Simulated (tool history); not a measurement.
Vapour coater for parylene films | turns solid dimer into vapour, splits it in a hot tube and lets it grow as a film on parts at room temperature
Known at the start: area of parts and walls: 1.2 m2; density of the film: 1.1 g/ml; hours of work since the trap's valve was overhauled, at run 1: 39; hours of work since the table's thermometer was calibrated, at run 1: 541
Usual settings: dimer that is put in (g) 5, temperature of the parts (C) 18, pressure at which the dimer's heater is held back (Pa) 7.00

| run | hour | dimer that is put in (g) | temperature of the parts (C) | pressure at which the dimer's heater is held back (Pa) | hours of work since the trap's valve was overhauled | hours of work since the table's thermometer was calibrated | thickness of the film (µm) |
|---|---|---|---|---|---|---|---|
| 1 | 0.0 | 5 | 18 | 7.00 | 39 | 541 | 2.85 |
| 2 | 52.1 | 5 | 18 | 7.00 | 64 | 566 | 2.86 |
| 3 | 108.7 | 5 | 18 | 7.00 | 91 | 593 | 2.83 |
| 4 | 166.9 | 5 | 18 | 7.00 | 119 | 621 | 2.86 |
| 5 | 204.7 | 5 | 18 | 7.87 | 137 | 639 | 2.78 |
| 6 | 233.7 | 5 | 18 | 3.27 | 151 | 653 | 3.27 |
| 7 | 278.5 | 5 | 18 | 7.00 | 172 | 674 | 2.85 |
| 8 | 327.1 | 4 | 18 | 7.00 | 195 | 697 | 2.28 |
| 9 | 387.4 | 4 | 18 | 7.00 | 224 | 726 | 2.30 |
|  | 415.4 | trap's valve overhauled |
| 10 | 422.2 | 4 | 18 | 7.00 | 3 | 741 | 2.29 |
| 11 | 461.3 | 6 | 18 | 7.00 | 22 | 760 | 3.44 |
| 12 | 492.1 | 6 | 18 | 7.00 | 37 | 774 | 3.44 |
| 13 | 523.9 | 6 | 18 | 7.00 | 52 | 790 | 3.44 |
| 14 | 566.4 | 9 | 18 | 3.05 | 72 | 810 | 6.05 |
| 15 | 599.6 | 9 | 18 | 3.05 | 88 | 826 | 6.04 |
| 16 | 640.6 | 5 | 11 | 8.63 | 108 | 845 | 3.24 |
| 17 | 701.7 | 3 | 17 | 7.25 | 137 | 875 | 1.77 |
| 18 | 729.2 | 5 | 12 | 2.69 | 150 | 888 | 3.78 |
| 19 | 789.1 | 5 | 12 | 2.69 | 179 | 916 | 3.82 |
| 20 | 839.3 | 5 | 18 | 4.83 | 203 | 940 | 3.11 |
| 21 | 872.3 | 5 | 18 | 4.83 | 218 | 956 | 3.12 |
|  | 912.9 | trap's valve overhauled |
| 22 | 935.5 | 5 | 28 | 7.00 | 11 | 984 | 2.33 |
|  | 939.0 | gauge calibrated |
| 23 | 973.2 | 2 | 28 | 10.55 | 29 | 1002 | 0.84 |

5 ways to go on from here, each from the tool as it stands after run 23. What would each give?
| A | 1026.5 | 6 | 14 | 10.33 | 54 | 1028 | ? |
| B | 1026.5 | 5 | 17 | 11.13 | 54 | 1028 | ? |
| C | 1026.5 | 2 | 27 | 5.12 | 54 | 1028 | ? |
| D | 1026.5 | 6 | 13 | 6.34 | 54 | 1028 | ? |
| E | 1026.5 | 2 | 14 | 10.55 | 54 | 1028 | ? |

| run | thickness of the film (µm) |
|---|---|
| A | 3.47 |
| B | 2.67 |
| C | 0.98 |
| D | 3.88 |
| E | 1.14 |
Without the tool's hidden state the same runs would have given:
| run | thickness of the film (µm) |
|---|---|
| A | 3.46 |
| B | 2.66 |
| C | 0.98 |
| D | 3.87 |
| E | 1.14 |
